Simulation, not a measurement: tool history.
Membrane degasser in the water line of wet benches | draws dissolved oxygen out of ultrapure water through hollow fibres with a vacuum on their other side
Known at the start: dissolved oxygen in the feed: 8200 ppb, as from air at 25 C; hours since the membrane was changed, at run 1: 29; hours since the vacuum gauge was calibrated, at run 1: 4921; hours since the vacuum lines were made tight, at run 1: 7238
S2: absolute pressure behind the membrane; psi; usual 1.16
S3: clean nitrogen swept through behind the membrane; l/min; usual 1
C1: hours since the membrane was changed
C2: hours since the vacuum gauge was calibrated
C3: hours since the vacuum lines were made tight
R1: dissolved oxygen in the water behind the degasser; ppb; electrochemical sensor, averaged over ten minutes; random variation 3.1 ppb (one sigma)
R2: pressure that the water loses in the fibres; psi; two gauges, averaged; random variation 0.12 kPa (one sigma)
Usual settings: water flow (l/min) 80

{"run": 1, "hour": 0.0, "water flow (l/min)": 80, "S2": 1.16, "S3": 1, "C1": 29, "C2": 4921, "C3": 7238, "R1": 773.9, "R2": 4.547}
{"run": 2, "hour": 34.1, "water flow (l/min)": 80, "S2": 1.16, "S3": 1, "C1": 63, "C2": 4955, "C3": 7272, "R1": 777.4, "R2": 4.53}
{"run": 3, "hour": 88.1, "water flow (l/min)": 80, "S2": 1.008, "S3": 1, "C1": 117, "C2": 5009, "C3": 7326, "R1": 653.8, "R2": 4.509}
{"run": 4, "hour": 147.5, "water flow (l/min)": 80, "S2": 1.008, "S3": 1, "C1": 177, "C2": 5069, "C3": 7385, "R1": 656, "R2": 4.543}
{"run": 5, "hour": 179.6, "water flow (l/min)": 80, "S2": 1.008, "S3": 1, "C1": 209, "C2": 5101, "C3": 7417, "R1": 656.6, "R2": 4.525}
{"run": 6, "hour": 233.1, "water flow (l/min)": 80, "S2": 1.008, "S3": 1, "C1": 262, "C2": 5155, "C3": 7471, "R1": 650.6, "R2": 4.519}
{"run": 7, "hour": 279.4, "water flow (l/min)": 80, "S2": 1.15, "S3": 1, "C1": 309, "C2": 5201, "C3": 7517, "R1": 765.5, "R2": 4.527}
{"run": 8, "hour": 324.2, "water flow (l/min)": 80, "S2": 1.16, "S3": 1, "C1": 354, "C2": 5246, "C3": 7562, "R1": 777.9, "R2": 4.541}
{"run": 9, "hour": 384.9, "water flow (l/min)": 80, "S2": 2.44, "S3": 1, "C1": 414, "C2": 5306, "C3": 7623, "R1": 1704.7, "R2": 4.574}
{"run": 10, "hour": 420.6, "water flow (l/min)": 93, "S2": 1.16, "S3": 1, "C1": 450, "C2": 5342, "C3": 7658, "R1": 916.8, "R2": 5.29}
{"run": 11, "hour": 457.1, "water flow (l/min)": 93, "S2": 1.16, "S3": 1, "C1": 486, "C2": 5378, "C3": 7695, "R1": 927.5, "R2": 5.23}
{"run": 12, "hour": 485.3, "water flow (l/min)": 80, "S2": 1.16, "S3": 1, "C1": 515, "C2": 5407, "C3": 7723, "R1": 779, "R2": 4.543}
{"run": 13, "hour": 520.9, "water flow (l/min)": 80, "S2": 1.16, "S3": 0.51, "C1": 550, "C2": 5442, "C3": 7759, "R1": 1064.6, "R2": 4.53}
{"run": 14, "hour": 558.0, "water flow (l/min)": 57, "S2": 1.16, "S3": 1, "C1": 587, "C2": 5479, "C3": 7796, "R1": 545.6, "R2": 3.247}
{"hour": 561.3, "done": "vacuum gauge calibrated"}
{"run": 15, "hour": 604.3, "water flow (l/min)": 80, "S2": 1.16, "S3": 1, "C1": 633, "C2": 43, "C3": 7842, "R1": 786.6, "R2": 4.544}
{"run": 16, "hour": 653.2, "water flow (l/min)": 80, "S2": 1.16, "S3": 0.74, "C1": 682, "C2": 92, "C3": 7890, "R1": 912.7, "R2": 4.541}
{"run": 17, "hour": 684.9, "water flow (l/min)": 80, "S2": 1.16, "S3": 0.74, "C1": 714, "C2": 124, "C3": 7922, "R1": 905, "R2": 4.512}
{"run": 18, "hour": 744.2, "water flow (l/min)": 80, "S2": 1.16, "S3": 0.74, "C1": 773, "C2": 183, "C3": 7981, "R1": 904.5, "R2": 4.547}
{"run": 19, "hour": 776.2, "water flow (l/min)": 99, "S2": 1.16, "S3": 0.74, "C1": 805, "C2": 215, "C3": 8013, "R1": 1125.8, "R2": 5.609}
{"hour": 821.7, "done": "vacuum gauge calibrated, once more"}
{"run": 20, "hour": 821.7, "water flow (l/min)": 100, "S2": 1.16, "S3": 1, "C1": 850, "C2": 0, "C3": 8058, "R1": 979.5, "R2": 5.706}
{"run": 21, "hour": 882.6, "water flow (l/min)": 100, "S2": 1.932, "S3": 1, "C1": 911, "C2": 61, "C3": 8119, "R1": 1613.8, "R2": 5.688}
{"run": 22, "hour": 928.0, "water flow (l/min)": 116, "S2": 1.16, "S3": 1.52, "C1": 956, "C2": 106, "C3": 8165, "R1": 1011.9, "R2": 6.653}
{"run": 23, "hour": 989.6, "water flow (l/min)": 56, "S2": 1.397, "S3": 1.03, "C1": 1018, "C2": 168, "C3": 8226, "R1": 659.1, "R2": 3.178}
{"run": 24, "hour": 1022.1, "water flow (l/min)": 80, "S2": 1.172, "S3": 2.06, "C1": 1050, "C2": 200, "C3": 8259, "R1": 531, "R2": 4.557}
{"run": 25, "hour": 1059.9, "water flow (l/min)": 90, "S2": 2.496, "S3": 0.78, "C1": 1088, "C2": 238, "C3": 8297, "R1": 2126.1, "R2": 5.111}
{"run": 26, "hour": 1098.7, "water flow (l/min)": 57, "S2": 1.137, "S3": 1, "C1": 1127, "C2": 277, "C3": 8335, "R1": 505, "R2": 3.246}
{"run": 27, "hour": 1158.7, "water flow (l/min)": 57, "S2": 1.137, "S3": 1, "C1": 1187, "C2": 337, "C3": 8395, "R1": 511, "R2": 3.249}
{"run": 28, "hour": 1197.2, "water flow (l/min)": 100, "S2": 2.077, "S3": 1.85, "C1": 1226, "C2": 375, "C3": 8434, "R1": 1284.1, "R2": 5.693}
{"run": 29, "hour": 1261.3, "water flow (l/min)": 100, "S2": 2.077, "S3": 0.83, "C1": 1290, "C2": 440, "C3": 8498, "R1": 1883, "R2": 5.707}
{"run": 30, "hour": 1296.2, "water flow (l/min)": 100, "S2": 2.077, "S3": 0.83, "C1": 1324, "C2": 474, "C3": 8533, "R1": 1887.1, "R2": 5.704}
{"run": 31, "hour": 1344.7, "water flow (l/min)": 100, "S2": 2.077, "S3": 0.83, "C1": 1373, "C2": 523, "C3": 8581, "R1": 1882.5, "R2": 5.707}

How the hidden state differs across the entries between the runs, from the last listed run before each to the first after it:
Between runs 14 and 15: vacuum gauge calibrated (hour 561.3)
  true pressure behind the membrane over the reading, kPa: 0.2 -> 0.25; air that leaks in behind the membrane, l/min: 0.0261 -> 0.0262
  measured less the result without the state, R1: +18.4 -> +27.7 ppb; R2: +0.01 -> +0.016 psi
Between runs 19 and 20: vacuum gauge calibrated, once more (hour 821.7)
  true pressure behind the membrane over the reading, kPa: 0.26 -> 0; air that leaks in behind the membrane, l/min: 0.0268 -> 0.0269
  measured less the result without the state, R1: +35.2 -> +0.3 ppb; R2: +0.023 -> +0.026 psi
